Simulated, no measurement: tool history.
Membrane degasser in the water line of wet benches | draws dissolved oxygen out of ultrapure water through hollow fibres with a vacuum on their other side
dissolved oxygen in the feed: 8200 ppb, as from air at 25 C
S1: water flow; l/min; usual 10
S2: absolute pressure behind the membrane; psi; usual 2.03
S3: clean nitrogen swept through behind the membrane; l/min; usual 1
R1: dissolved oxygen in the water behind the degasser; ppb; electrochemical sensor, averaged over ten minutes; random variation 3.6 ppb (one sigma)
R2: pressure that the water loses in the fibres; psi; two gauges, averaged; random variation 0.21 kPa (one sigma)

run      day  S1    S2    S3     R1     R2
  1        0  10  2.03     1  356.9  7.229
  2    8.867  10  2.03     1  361.8  7.255
  3   19.446  10  2.03   1.1  340.3  7.211
  4   25.388  10  2.03   1.1  338.9  7.211
  5   38.758  10  2.03   1.1  344.3  7.268
  6   47.229  10  2.03   1.1  341.6  7.265
  7   57.129  10  2.03   1.1  340.3  7.261
  8   69.942  10  2.03   1.1  339.2  7.266
  9   82.692  10  2.03   1.1  345.1  7.277
 10   95.612  10  2.03   1.1  341.7  7.285
 11  104.379  10  2.03   1.1  341.6  7.314
 12  115.883  10  2.03     1  360.2  7.297
 13  121.892  10  2.03     1  355.1  7.281
 14  133.183  10  2.03     1  365.5  7.314
 15  143.546  10  2.03     1  359.1  7.336
 16  152.083  10  2.03     1  363.1   7.29
 17   158.45  10  1.45  1.76  211.7  7.295
     161.562  -- vacuum gauge calibrated
 18   172.05  12  1.48  0.53  528.9  8.847
 19  178.171  12  1.48  0.53  526.8  8.779
 20  189.442  12  1.48  0.53  527.1  8.804
 21   201.85  12  1.48  0.53  532.3  8.783
 22  207.975  12  1.48  0.53  533.5  8.817
 23  215.621   6  1.48  0.44  228.6  4.418
 24  228.962  10  1.35     1  257.9  7.374
 25  235.229   8  2.03     1  250.8  5.909
     240.558  -- seals of the vacuum lines changed
 26  245.888   8  2.03     1  253.6  5.907
 27  253.204   7  1.28     1  124.2  5.142
 28  267.133   7  1.28     1  123.4  5.173
 29  276.996   9  2.03     1  304.6  6.634
 30  287.129   9  2.03     1  305.1  6.718
 31  297.825   9  2.39     1  362.9  6.653
 32  303.854  10  3.25     1  532.4   7.39

4 ways to go on from here, each from the tool as it stands after run 32. What would each give?
  A  311.475  15  3.34  0.78   ?   ?
  B  311.475  10  3.67  0.53   ?   ?
  C  311.475  10  2.03     1   ?   ?
  D  311.475  10  3.74   0.5   ?   ?

run      R1     R2
  A  1089.2  11.09
  B   960.6  7.406
  C   363.5  7.426
  D  1011.1  7.385
Without the tool's hidden state the same runs would have given:
run      R1      R2
  A    1088  10.817
  B     960   7.224
  C   362.9   7.245
  D  1010.5   7.204
